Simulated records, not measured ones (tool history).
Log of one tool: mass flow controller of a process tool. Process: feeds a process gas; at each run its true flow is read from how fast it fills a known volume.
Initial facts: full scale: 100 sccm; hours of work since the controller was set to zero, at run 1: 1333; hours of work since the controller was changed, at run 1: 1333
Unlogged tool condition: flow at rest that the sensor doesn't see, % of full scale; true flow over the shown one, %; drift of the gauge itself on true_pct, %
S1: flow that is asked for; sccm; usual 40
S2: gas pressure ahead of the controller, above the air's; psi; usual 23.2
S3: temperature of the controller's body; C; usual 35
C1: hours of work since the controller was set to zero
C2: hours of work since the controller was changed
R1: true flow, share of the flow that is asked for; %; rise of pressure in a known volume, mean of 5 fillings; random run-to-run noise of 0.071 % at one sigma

run,day,S1,S2,S3,C1,C2,R1
1,0.000,40,23.2,35,1333,1333,99.64
2,14.533,40,31.5,35,1594,1594,99.46
3,25.596,40,35.5,35,1793,1793,99.28
4,37.975,40,35.5,35,2015,2015,99.27
5,46.679,40,23.2,36,2172,2172,99.88
6,56.608,40,28.9,35,2350,2350,99.46
7,72.950,40,23.2,35,2644,2644,99.78
8,81.188,40,23.2,35,2792,2792,99.75
9,90.396,20,23.2,35,2958,2958,99.15
10,102.967,40,23.2,35,3184,3184,99.79
11,118.442,40,27.6,35,3462,3462,99.67
12,132.033,40,23.2,39,3706,3706,100.30
13,148.179,40,23.2,35,3996,3996,99.98
14,158.038,40,23.2,27,4173,4173,98.95
15,174.188,40,23.2,35,4464,4464,100.01
16,181.854,61,23.2,35,4601,4601,100.57
17,195.354,80,23.2,35,4844,4844,100.95
18,210.429,80,23.2,35,5115,5115,100.96
19,220.642,80,23.2,35,5298,5298,101.09
20,234.688,80,23.2,35,5551,5551,101.08
21,245.925,40,23.2,35,5753,5753,100.03
22,255.758,40,23.2,35,5930,5930,100.04
23,263.892,56,23.2,35,6076,6076,100.43
24,279.021,76,23.2,35,6348,6348,100.97
25,290.412,56,27.4,38,6552,6552,100.74
26,299.033,55,23.2,22,6707,6707,99.09
27,306.462,55,23.2,22,6841,6841,99.17
28,313.912,76,23.2,35,6975,6975,101.11
# day 318.492: controller exchanged for a calibrated one
29,327.846,59,29.2,35,168,168,100.46
30,342.404,15,23.2,22,430,430,98.12
31,352.971,40,23.2,33,620,620,99.86
32,365.971,63,22.6,38,853,853,101.18
33,373.975,24,22.6,38,997,997,100.15
34,387.208,40,23.2,26,1235,1235,99.14
35,395.812,40,23.2,26,1390,1390,99.35
36,407.129,40,23.2,26,1593,1593,99.37
37,416.154,40,23.2,26,1755,1755,99.28
38,423.488,40,24.8,22,1887,1887,98.88
39,435.667,40,35.0,27,2106,2106,99.13
# day 448.567: gauge calibrated
40,450.483,40,35.0,27,2372,2372,98.40
41,463.700,97,39.6,28,2610,2610,99.95
42,473.004,40,27.1,29,2777,2777,98.92
43,484.596,26,39.0,35,2985,2985,98.89
44,498.538,26,39.0,35,3236,3236,98.73
45,511.883,16,20.6,35,3476,3476,99.20

What differs in the tool's unlogged condition from the final listed run ahead of each entry between runs to the first listed run following it?
After run 28, before run 29: controller exchanged for a calibrated one (day 318.492)
  flow at rest that the sensor doesn't see, % of full scale: 0.005 -> 0; true flow over the shown one, %: -0.04 -> 0; drift of the gauge itself on true_pct, %: 0.54 -> 0.56
  difference, measured minus the result without the unlogged condition, R1: +0.51 -> +0.55 %
After run 39, before run 40: gauge calibrated (day 448.567)
  true flow over the shown one, %: -0.01 -> -0.02; drift of the gauge itself on true_pct, %: 0.74 -> 0
  difference, measured minus the result without the unlogged condition, R1: +0.72 -> -0.01 %
